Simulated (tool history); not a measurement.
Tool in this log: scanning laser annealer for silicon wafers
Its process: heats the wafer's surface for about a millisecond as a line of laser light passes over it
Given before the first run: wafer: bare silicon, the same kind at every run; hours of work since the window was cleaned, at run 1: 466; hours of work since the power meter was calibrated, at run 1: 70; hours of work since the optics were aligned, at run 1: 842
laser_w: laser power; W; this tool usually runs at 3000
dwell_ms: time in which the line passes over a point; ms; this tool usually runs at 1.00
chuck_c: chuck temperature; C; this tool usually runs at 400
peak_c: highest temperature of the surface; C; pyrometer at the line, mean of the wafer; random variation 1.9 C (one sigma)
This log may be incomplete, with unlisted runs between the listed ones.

run,hour,laser_w,dwell_ms,chuck_c,hours of work since the window was cleaned,hours of work since the power meter was calibrated,hours of work since the optics were aligned,peak_c
1,0.0,3000,1.00,400,466,70,842,1089
2,8.5,2807,1.00,400,471,75,847,1046
3,14.8,2807,1.00,400,474,78,851,1048
4,25.2,2807,1.00,400,480,84,857,1044
5,30.1,2807,1.00,400,483,87,860,1047
6,38.1,2807,1.00,400,488,92,864,1045
7,45.3,2911,0.93,360,492,96,868,1007
8,56.8,2780,1.13,420,499,102,875,1105

Run 9, settings as shown, results not yet in. Your forecast:
9,65.2,2651,0.85,363,503,107,880,?

For run 9 the tool returned peak_c 920 C.
Without the tool's hidden state the same run would have given peak_c 950 C.
